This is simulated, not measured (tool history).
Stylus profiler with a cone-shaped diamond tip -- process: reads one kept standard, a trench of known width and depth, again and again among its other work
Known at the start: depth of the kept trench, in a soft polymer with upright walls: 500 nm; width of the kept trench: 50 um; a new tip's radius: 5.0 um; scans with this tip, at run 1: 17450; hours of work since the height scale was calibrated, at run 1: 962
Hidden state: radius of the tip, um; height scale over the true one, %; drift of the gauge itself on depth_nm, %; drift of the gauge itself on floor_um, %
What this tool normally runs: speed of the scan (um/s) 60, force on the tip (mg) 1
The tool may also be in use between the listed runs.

run,hour,speed of the scan (um/s),force on the tip (mg),scans with this tip,hours of work since the height scale was calibrated,depth of the trench (Å),width of the trench's floor (µm)
1,0,60,1,17450,962,5052,44.12
2,32.1,60,1,17642,987,5053.4,44.08
3,84.9,60,1,17959,1027,5056,44
4,164.7,60,1,18437,1089,5054.8,44
5,220.7,60,1,18772,1132,5054.3,43.99
6,269.3,19,1,19063,1170,5059.9,44.22
7,327.3,19,1,19411,1214,5055.1,44.27
# hour 341.6: height scale calibrated on a step standard
8,366.9,19,1,19645,20,5064.9,44.22
9,438.4,19,1,20073,75,5064.7,44.12
# hour 485: height scale calibrated on a step standard, once more
10,489.4,60,1.27,20376,3,5036.3,44.02
11,529.5,60,1,20616,34,5034.5,43.91
12,598.5,60,1,21029,88,5034.7,43.81
13,651.7,60,1,21348,128,5033.1,43.86
14,701.5,60,0.42,21646,167,5021.1,43.57
15,734.5,60,0.42,21844,192,5021.6,43.6
16,770.4,60,0.42,22059,220,5022.3,43.61
17,840.7,18,1,22480,274,5039.1,44.03
18,893.6,18,1,22797,315,5039.7,44.08
19,947.5,34,1,23119,356,5040,43.95
20,994.8,34,1,23402,393,5042.7,43.86
21,1044.1,60,1.72,23698,431,5053.4,43.8
22,1085.9,95,1,23949,463,5042.7,43.45
23,1156.8,35,1,24373,518,5046.1,43.84
24,1190.3,220,0.85,24573,544,5037.8,42.41
25,1226.8,135,0.98,24792,572,5042.5,43.07
26,1306.1,22,1,25267,633,5046.6,43.9
27,1373.7,22,1,25672,685,5045.7,43.88
28,1432.8,22,0.64,26026,730,5039.4,43.77
29,1488.3,214,0.64,26358,773,5042.7,42.11
30,1560.8,214,0.64,26793,829,5042.4,42.19
31,1624.6,43,2.85,27175,878,5081.4,43.76
32,1687.4,92,0.74,27551,927,5046.2,43.19
33,1739,92,0.74,27860,966,5048.5,43.16
34,1795.4,104,1.06,28198,1010,5056.4,43.21
35,1837.1,85,2.11,28448,1042,5072.5,43.47
36,1890.9,110,1,28770,1083,5057.6,43.07
37,1927.6,99,1,28990,1112,5057.3,43.16
38,1972.5,99,1,29259,1146,5056.7,43.18
39,2050.9,16,1,29729,1207,5060.4,43.71
# hour 2072.4: height scale calibrated on a step standard
40,2083.7,181,1.33,29922,9,5036.5,42.72
41,2122.3,201,2.55,30153,38,5056.5,42.9
42,2191.9,67,2.06,30570,92,5049.8,43.46
43,2261.3,67,0.67,30986,146,5024,43.16
# hour 2303.8: new tip fitted, height scale calibrated
44,2308,15,0.72,25,3,5024.8,45.59
45,2346,110,1.54,253,33,5041.1,45.08

Describe how what the log doesn't record of the tool's condition differs between the last listed run preceding each entry between runs and the first listed run following it.
After run 7, before run 8: height scale calibrated on a step standard (hour 341.6)
  radius of the tip, um: 8.22 -> 8.25; height scale over the true one, %: 0.553 -> 0.67
  what was measured, less what the result would be without the hidden state, depth of the trench (Å): +27.8 -> +33.7; width of the trench's floor (µm): -1.28 -> -1.3
After run 9, before run 10: height scale calibrated on a step standard, once more (hour 485)
  radius of the tip, um: 8.33 -> 8.38; height scale over the true one, %: 0.694 -> 0.034
  what was measured, less what the result would be without the hidden state, depth of the trench (Å): +34.9 -> +1.7; width of the trench's floor (µm): -1.33 -> -1.34
After run 39, before run 40: height scale calibrated on a step standard (hour 2072.4)
  radius of the tip, um: 9.95 -> 9.99; height scale over the true one, %: 0.583 -> -0.026
  what was measured, less what the result would be without the hidden state, depth of the trench (Å): +29.3 -> -1.4; width of the trench's floor (µm): -1.87 -> -1.89
After run 43, before run 44: new tip fitted, height scale calibrated (hour 2303.8)
  radius of the tip, um: 10.18 -> 4.87; height scale over the true one, %: 0.033 -> 0.007
  what was measured, less what the result would be without the hidden state, depth of the trench (Å): +1.7 -> +0.4; width of the trench's floor (µm): -1.95 -> +0.06

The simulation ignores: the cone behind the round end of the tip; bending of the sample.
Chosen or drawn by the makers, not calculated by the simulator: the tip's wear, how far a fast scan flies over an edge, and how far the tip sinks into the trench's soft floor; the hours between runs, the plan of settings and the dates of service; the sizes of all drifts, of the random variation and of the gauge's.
